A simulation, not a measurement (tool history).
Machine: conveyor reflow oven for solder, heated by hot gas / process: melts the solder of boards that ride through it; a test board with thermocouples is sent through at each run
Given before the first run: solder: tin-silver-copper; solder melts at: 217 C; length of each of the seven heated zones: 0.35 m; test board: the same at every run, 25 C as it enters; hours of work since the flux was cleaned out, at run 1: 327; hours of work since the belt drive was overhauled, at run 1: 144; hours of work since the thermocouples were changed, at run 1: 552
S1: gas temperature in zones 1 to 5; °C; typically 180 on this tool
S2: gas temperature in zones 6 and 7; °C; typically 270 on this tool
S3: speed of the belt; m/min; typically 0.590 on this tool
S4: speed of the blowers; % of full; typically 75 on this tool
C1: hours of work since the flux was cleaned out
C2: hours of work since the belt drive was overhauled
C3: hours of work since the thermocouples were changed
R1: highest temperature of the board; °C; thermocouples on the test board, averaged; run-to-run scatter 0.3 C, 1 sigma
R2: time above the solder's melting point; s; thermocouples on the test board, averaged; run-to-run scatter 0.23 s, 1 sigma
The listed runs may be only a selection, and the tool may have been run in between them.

| run | hour | S1 | S2 | S3 | S4 | C1 | C2 | C3 | R1 | R2 |
|---|---|---|---|---|---|---|---|---|---|---|
| 1 | 0.0 | 180 | 270 | 0.590 | 75 | 327 | 144 | 552 | 250.1 | 52.9 |
| 2 | 10.1 | 180 | 270 | 0.590 | 75 | 333 | 151 | 559 | 250.1 | 53.3 |
| 3 | 17.9 | 180 | 270 | 0.590 | 75 | 338 | 155 | 563 | 249.5 | 52.9 |
| 4 | 33.1 | 180 | 267 | 0.590 | 75 | 348 | 165 | 573 | 247.5 | 50.9 |
| 5 | 41.0 | 180 | 267 | 0.590 | 75 | 352 | 170 | 578 | 247.6 | 51.0 |
| 6 | 48.2 | 180 | 270 | 0.590 | 75 | 357 | 174 | 582 | 249.6 | 52.7 |
| 7 | 55.9 | 180 | 270 | 0.590 | 75 | 362 | 179 | 587 | 250.2 | 52.5 |
| 8 | 69.8 | 180 | 270 | 0.590 | 59 | 370 | 188 | 596 | 245.5 | 48.5 |
| 9 | 80.0 | 180 | 270 | 0.590 | 76 | 377 | 194 | 602 | 249.7 | 52.7 |
| 10 | 91.0 | 180 | 270 | 0.590 | 72 | 384 | 201 | 609 | 249.3 | 51.8 |
| 11 | 101.0 | 189 | 270 | 0.485 | 88 | 390 | 207 | 615 | 258.3 | 77.4 |
| 12 | 115.3 | 189 | 270 | 0.485 | 88 | 399 | 216 | 624 | 258.6 | 77.0 |
| 13 | 127.2 | 191 | 269 | 0.514 | 90 | 406 | 224 | 632 | 256.5 | 72.3 |
| 14 | 137.5 | 191 | 259 | 0.514 | 58 | 413 | 230 | 638 | 242.3 | 60.1 |
|  | 146.8 | thermocouples of zones 6 and 7 changed |
| 15 | 146.8 | 191 | 259 | 0.514 | 58 | 417 | 235 | 0 | 243.9 | 61.4 |
| 16 | 154.0 | 191 | 259 | 0.514 | 58 | 422 | 239 | 5 | 243.8 | 61.3 |
|  | 174.8 | flux residue cleaned out of gas plates and filters |
| 17 | 175.4 | 191 | 259 | 0.514 | 58 | 0 | 249 | 15 | 246.1 | 64.4 |

Take each entry between the runs: how does the hidden state at the last listed run before it differ from the hidden state at the first listed run after it?
In the gap between runs 14 and 15: thermocouples of zones 6 and 7 changed (hour 146.8)
  heat that the gas passes to the board, % of a clean oven's: 88.3 -> 88.2; belt's true speed, % of the reading: 99.73 -> 99.72; true gas temperature in zones 6 and 7 over the reading, C: -2.06 -> -0.48
  measured result minus the result with no hidden state, R1: -3.7 -> -2.4 °C; R2: -4.2 -> -3.0 s
In the gap between runs 16 and 17: flux residue cleaned out of gas plates and filters (hour 174.8)
  heat that the gas passes to the board, % of a clean oven's: 88.1 -> 99.2; belt's true speed, % of the reading: 99.71 -> 99.69; true gas temperature in zones 6 and 7 over the reading, C: -0.49 -> -0.52
  measured result minus the result with no hidden state, R1: -2.4 -> -0.5 °C; R2: -3.0 -> -0.3 s

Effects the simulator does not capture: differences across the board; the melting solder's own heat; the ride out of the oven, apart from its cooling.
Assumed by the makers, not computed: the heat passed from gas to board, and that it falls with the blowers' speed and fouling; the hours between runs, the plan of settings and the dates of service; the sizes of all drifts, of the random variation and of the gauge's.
